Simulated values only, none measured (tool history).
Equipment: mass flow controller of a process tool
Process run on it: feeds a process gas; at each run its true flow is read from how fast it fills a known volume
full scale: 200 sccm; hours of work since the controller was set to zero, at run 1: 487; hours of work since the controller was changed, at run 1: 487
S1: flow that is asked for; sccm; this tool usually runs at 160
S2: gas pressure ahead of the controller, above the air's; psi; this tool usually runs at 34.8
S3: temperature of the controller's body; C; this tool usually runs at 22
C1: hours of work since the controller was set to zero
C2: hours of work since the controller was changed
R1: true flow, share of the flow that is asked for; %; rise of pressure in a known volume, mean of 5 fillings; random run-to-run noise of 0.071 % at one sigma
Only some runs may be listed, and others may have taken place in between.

run    hour   S1    S2  S3   C1   C2      R1
  1     0.0  160  34.8  22  487  487   99.79
  2    74.3  160  34.8  22  514  514   99.74
  3   133.2  160  34.8  34  535  535   99.99
  4   182.4  160  34.8  34  552  552   99.90
  5   219.3  160  21.6  34  566  566   99.70
  6   282.3  160  34.8  22  588  588   99.74
  7   332.3  160  34.8  22  606  606   99.74
  8   377.1  160  34.8  22  623  623   99.70
  9   449.2  160  34.8  22  648  648   99.81
      454.7  -- controller's zero set anew
 10   483.0  160  34.8  22   10  660   99.79
 11   529.9  160  34.8  22   27  677   99.86
 12   583.5   24  34.8  22   46  697  101.14
      588.7  -- controller's zero set anew, once more
 13   626.7   24  34.8  22   14  712   98.73
 14   684.3  187  29.0  22   34  733   99.52
 15   737.0  187  24.9  32   53  752   99.68
 16   768.9  155  31.9  32   65  763   99.67
 17   842.4  160  38.4  22   91  790   99.51
 18   910.9  111  38.4  37  116  814   99.62
 19   979.7   50  34.4  22  141  839   98.92
 20  1035.3   61  34.4  21  161  859   98.84
 21  1077.6   46  24.5  35  176  874   98.89
 22  1118.1   42  20.5  29  190  889   98.64
 23  1192.5   42  20.5  29  217  916   98.72

Alternative continuations, all from the tool just after run 23; predict every row:
  A  1235.5   25  25.7  22  233  931   ?
  B  1235.5  185  20.5  29  233  931   ?
  C  1235.5   28  20.5  29  233  931   ?
  D  1235.5  137  27.0  29  233  931   ?
  E  1235.5   28  20.5  25  233  931   ?

run     R1
  A  98.57
  B  99.35
  C  98.73
  D  99.35
  E  98.55
Take away the tool's hidden state, keep each run's random variation, and the runs would have read:
run     R1
  A  98.60
  B  99.68
  C  98.80
  D  99.66
  E  98.62
